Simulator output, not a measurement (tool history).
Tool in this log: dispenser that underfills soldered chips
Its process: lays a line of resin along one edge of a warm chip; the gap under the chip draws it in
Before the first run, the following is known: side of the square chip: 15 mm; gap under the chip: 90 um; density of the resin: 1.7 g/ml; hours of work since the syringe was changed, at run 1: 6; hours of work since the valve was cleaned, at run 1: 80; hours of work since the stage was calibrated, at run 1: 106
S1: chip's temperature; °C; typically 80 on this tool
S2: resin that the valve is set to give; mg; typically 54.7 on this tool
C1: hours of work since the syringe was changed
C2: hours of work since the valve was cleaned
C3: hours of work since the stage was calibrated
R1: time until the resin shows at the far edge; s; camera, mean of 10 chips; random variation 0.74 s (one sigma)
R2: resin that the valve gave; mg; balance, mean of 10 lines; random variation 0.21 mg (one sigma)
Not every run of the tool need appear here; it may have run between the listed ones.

{"run": 1, "hour": 0.0, "S1": 80, "S2": 54.7, "C1": 6, "C2": 80, "C3": 106, "R1": 86.9, "R2": 52.73}
{"hour": 1.6, "done": "new syringe of resin"}
{"run": 2, "hour": 5.0, "S1": 80, "S2": 54.7, "C1": 3, "C2": 83, "C3": 110, "R1": 75.2, "R2": 52.12}
{"hour": 11.1, "done": "new syringe of resin"}
{"run": 3, "hour": 11.4, "S1": 83, "S2": 54.7, "C1": 0, "C2": 88, "C3": 115, "R1": 57.1, "R2": 52.23}
{"hour": 13.2, "done": "dispensing valve cleaned and set on the balance"}
{"run": 4, "hour": 18.0, "S1": 72, "S2": 54.7, "C1": 4, "C2": 4, "C3": 119, "R1": 115.1, "R2": 54.04}
{"hour": 21.0, "done": "new syringe of resin"}
{"run": 5, "hour": 27.6, "S1": 72, "S2": 54.7, "C1": 5, "C2": 11, "C3": 126, "R1": 116.1, "R2": 54.21}
{"hour": 30.2, "done": "new syringe of resin"}
{"run": 6, "hour": 33.6, "S1": 72, "S2": 54.7, "C1": 3, "C2": 15, "C3": 130, "R1": 102.4, "R2": 53.93}
{"run": 7, "hour": 38.1, "S1": 80, "S2": 54.7, "C1": 6, "C2": 19, "C3": 134, "R1": 86, "R2": 54.01}
{"hour": 39.0, "done": "new syringe of resin"}
{"run": 8, "hour": 45.2, "S1": 76, "S2": 48.6, "C1": 5, "C2": 24, "C3": 139, "R1": 96.8, "R2": 47.87}
{"hour": 48.1, "done": "new syringe of resin"}
{"run": 9, "hour": 54.4, "S1": 76, "S2": 48.6, "C1": 5, "C2": 30, "C3": 146, "R1": 97.7, "R2": 48.02}
{"hour": 57.5, "done": "new syringe of resin"}
{"run": 10, "hour": 60.2, "S1": 94, "S2": 54.7, "C1": 2, "C2": 35, "C3": 150, "R1": 39.7, "R2": 53.38}
{"hour": 67.2, "done": "new syringe of resin"}
{"run": 11, "hour": 70.1, "S1": 89, "S2": 65.5, "C1": 2, "C2": 42, "C3": 157, "R1": 48.9, "R2": 63.75}
{"run": 12, "hour": 75.4, "S1": 88, "S2": 55.5, "C1": 6, "C2": 46, "C3": 161, "R1": 64, "R2": 54.28}
{"hour": 76.3, "done": "new syringe of resin"}
{"hour": 85.3, "done": "new syringe of resin"}
{"run": 13, "hour": 85.9, "S1": 80, "S2": 47.1, "C1": 0, "C2": 54, "C3": 169, "R1": 67.3, "R2": 45.8}
{"run": 14, "hour": 92.5, "S1": 80, "S2": 47.1, "C1": 5, "C2": 59, "C3": 174, "R1": 84.7, "R2": 45.47}

Table of differences, measured result less the result of that run with no hidden state. Run-to-run variation is the same in both. Gauge scatter possibly is not:
Hidden conditions of the tool in this case: resin's viscosity, % of fresh resin's; dose that the valve gives, % of what is set; true chip temperature over the reading, C; drift of the gauge itself on fill_s, %; drift of the gauge itself on given_mg, %.
run=1 R1=+20.5 R2=-2.05
run=2 R1=+7.4 R2=-2.14
run=3 R1=-1.2 R2=-2.28
run=4 R1=+18.5 R2=-0.25
run=5 R1=+22.4 R2=-0.44
run=6 R1=+8.4 R2=-0.55
run=7 R1=+19 R2=-0.65
run=8 R1=+16.3 R2=-0.7
run=9 R1=+16.5 R2=-0.87
run=10 R1=+2.1 R2=-1.07
run=11 R1=+3.5 R2=-1.53
run=12 R1=+15.1 R2=-1.44
run=13 R1=-1.8 R2=-1.39
run=14 R1=+16.5 R2=-1.51
